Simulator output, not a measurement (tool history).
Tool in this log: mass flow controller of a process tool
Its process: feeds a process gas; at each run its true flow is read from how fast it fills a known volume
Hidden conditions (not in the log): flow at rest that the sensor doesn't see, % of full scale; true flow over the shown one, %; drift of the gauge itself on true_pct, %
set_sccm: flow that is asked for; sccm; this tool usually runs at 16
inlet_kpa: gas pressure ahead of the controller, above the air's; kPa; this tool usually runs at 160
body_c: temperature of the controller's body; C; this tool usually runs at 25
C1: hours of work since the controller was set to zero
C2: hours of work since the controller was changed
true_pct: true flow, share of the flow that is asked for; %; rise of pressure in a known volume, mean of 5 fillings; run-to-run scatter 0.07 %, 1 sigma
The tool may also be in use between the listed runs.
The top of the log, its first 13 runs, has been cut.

run 14 hour=2946.2 | set_sccm=16 inlet_kpa=144 body_c=25 | C1=3000 C2=10240 | true_pct=100.26
run 15 hour=3286.7 | set_sccm=16 inlet_kpa=144 body_c=25 | C1=3232 C2=10472 | true_pct=100.35
run 16 hour=3494.7 | set_sccm=16 inlet_kpa=144 body_c=25 | C1=3374 C2=10614 | true_pct=100.44
run 17 hour=3715.6 | set_sccm=2 inlet_kpa=144 body_c=25 | C1=3525 C2=10764 | true_pct=98.01
run 18 hour=3872.8 | set_sccm=2 inlet_kpa=144 body_c=25 | C1=3632 C2=10871 | true_pct=98.2
run 19 hour=4145.2 | set_sccm=2 inlet_kpa=144 body_c=25 | C1=3818 C2=11057 | true_pct=98.22
run 20 hour=4362.7 | set_sccm=2 inlet_kpa=144 body_c=25 | C1=3966 C2=11205 | true_pct=98.18
run 21 hour=4593.8 | set_sccm=16 inlet_kpa=160 body_c=25 | C1=4123 C2=11363 | true_pct=100.69
run 22 hour=4804.3 | set_sccm=16 inlet_kpa=160 body_c=25 | C1=4267 C2=11507 | true_pct=100.84
run 23 hour=5176.2 | set_sccm=16 inlet_kpa=210 body_c=25 | C1=4520 C2=11760 | true_pct=100.84
-- hour=5206.7 controller exchanged for a calibrated one
run 24 hour=5483.9 | set_sccm=16 inlet_kpa=210 body_c=35 | C1=189 C2=189 | true_pct=101.89
run 25 hour=5734.4 | set_sccm=13 inlet_kpa=199 body_c=29 | C1=360 C2=360 | true_pct=100.84
-- hour=5826.3 gauge calibrated
run 26 hour=5905.8 | set_sccm=13 inlet_kpa=199 body_c=29 | C1=477 C2=477 | true_pct=99.17
run 27 hour=6104.5 | set_sccm=13 inlet_kpa=199 body_c=29 | C1=612 C2=612 | true_pct=99.23
run 28 hour=6475.2 | set_sccm=16 inlet_kpa=170 body_c=26 | C1=865 C2=865 | true_pct=99.65
run 29 hour=6645.8 | set_sccm=16 inlet_kpa=152 body_c=25 | C1=981 C2=981 | true_pct=99.56
run 30 hour=6911.5 | set_sccm=3 inlet_kpa=239 body_c=21 | C1=1162 C2=1162 | true_pct=96.86
run 31 hour=7166.3 | set_sccm=3 inlet_kpa=239 body_c=21 | C1=1336 C2=1336 | true_pct=96.94
run 32 hour=7439.2 | set_sccm=11 inlet_kpa=239 body_c=23 | C1=1522 C2=1522 | true_pct=98.67
run 33 hour=7670.2 | set_sccm=11 inlet_kpa=239 body_c=23 | C1=1680 C2=1680 | true_pct=98.74
run 34 hour=7908.4 | set_sccm=5 inlet_kpa=168 body_c=25 | C1=1842 C2=1842 | true_pct=98.15

Run 35, settings as shown, results not yet in. Your forecast:
run 35 hour=8221.8 | set_sccm=5 inlet_kpa=168 body_c=25 | C1=2056 C2=2056 | true_pct=?

true_pct: 98.06 %
Without the tool's hidden state the same run would have given true_pct 97.37 %.
